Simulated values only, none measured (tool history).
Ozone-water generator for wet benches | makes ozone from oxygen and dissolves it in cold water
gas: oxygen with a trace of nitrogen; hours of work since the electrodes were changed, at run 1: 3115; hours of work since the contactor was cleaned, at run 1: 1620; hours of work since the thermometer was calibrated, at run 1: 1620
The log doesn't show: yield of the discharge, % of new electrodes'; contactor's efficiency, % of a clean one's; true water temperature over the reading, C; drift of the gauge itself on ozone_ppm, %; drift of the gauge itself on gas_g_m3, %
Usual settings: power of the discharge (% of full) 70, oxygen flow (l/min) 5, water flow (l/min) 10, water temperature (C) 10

run	hour	power of the discharge (% of full)	oxygen flow (l/min)	water flow (l/min)	water temperature (C)	hours of work since the electrodes were changed	hours of work since the contactor was cleaned	hours of work since the thermometer was calibrated	dissolved ozone (ppm)	ozone in the gas ahead of the water (g/m3)
1	0	70	5	10	10	3115	1620	1620	25.9	137.1
2	74.1	70	5	10	10	3185	1690	1690	25.7	138.6
3	197	70	5	10	10	3301	1806	1806	25.9	135.6
4	270.6	65	5	10	10	3370	1876	1876	24.3	131.4
5	351.8	65	5	10	10	3447	1953	1953	24.3	130.3
6	475.1	65	5	10	10	3564	2069	2069	24.1	130.2
7	545.7	70	4.43	10	10	3630	2136	2136	26	148.4
8	641.2	70	4.43	10	10	3721	2226	2226	26.1	147.9
9	739.7	70	4.43	10	10	3814	2319	2319	25.8	148.4
10	792.5	70	5	14	10	3864	2369	2369	19.6	136.6
11	858.9	70	5	14	10	3926	2432	2432	19.2	136.4
12	969.4	70	5	14	10	4031	2536	2536	19.6	136.2
13	1034.7	70	5	14	10	4092	2598	2598	19.5	135.6
14	1156.6	70	5	14	10	4208	2713	2713	19.1	135.6
15	1211	70	5	14	10	4259	2764	2764	19.2	134.9
16	1262.6	70	5	12	10	4308	2813	2813	21.5	136
# hour 1268.6: water thermometer calibrated
17	1367.2	65	5	12	10	4406	2912	93	21.1	128.7
18	1477.2	67	5	7	10	4510	3015	197	30	131.8
# hour 1559.8: water thermometer calibrated, once more
19	1567.3	66	6.58	11	12	4595	3100	7	20.4	107.5
20	1676.1	82	4.93	8	17	4697	3203	110	28	150.3
21	1787.7	77	6.62	12	7	4803	3308	215	23.2	117.5
22	1880.1	70	3.94	13	6	4890	3396	303	22.1	157.2
23	1973.6	70	3.94	13	6	4979	3484	391	21.8	155.5
24	2082.3	70	3.94	13	6	5081	3587	494	21.7	157.4
25	2156.9	70	3.94	13	6	5152	3657	564	22.1	155.2
26	2216.2	70	3.94	13	6	5208	3713	620	21.9	156.4
27	2309.4	63	3.37	13	6	5296	3801	708	20.4	162.3
28	2396.8	63	3.37	13	6	5378	3884	791	20.7	161.1
29	2485.6	63	3.37	8	6	5462	3968	875	31.2	164.8
30	2596.2	63	5.7	8	14	5567	4072	979	23.9	113
31	2700.7	47	5.7	7	16	5665	4171	1078	20.2	94.4
32	2819.2	47	5.31	7	8	5777	4283	1190	24.8	99.9

Hidden state at the last listed run before each entry between runs and at the first one after, where it differs:
Between runs 16 and 17: water thermometer calibrated (hour 1268.6)
  yield of the discharge, % of new electrodes': 93.8 -> 93.7; contactor's efficiency, % of a clean one's: 94.9 -> 94.8; true water temperature over the reading, C: 0.35 -> 0.46
  measured less the result without the state, dissolved ozone (ppm): -2.1 -> -2; ozone in the gas ahead of the water (g/m3): -8.8 -> -8.2
Between runs 18 and 19: water thermometer calibrated, once more (hour 1559.8)
  yield of the discharge, % of new electrodes': 93.6 -> 93.5; contactor's efficiency, % of a clean one's: 94.6 -> 94.5; true water temperature over the reading, C: 0.47 -> -0.03
  measured less the result without the state, dissolved ozone (ppm): -2.8 -> -1.9; ozone in the gas ahead of the water (g/m3): -8.8 -> -7.3
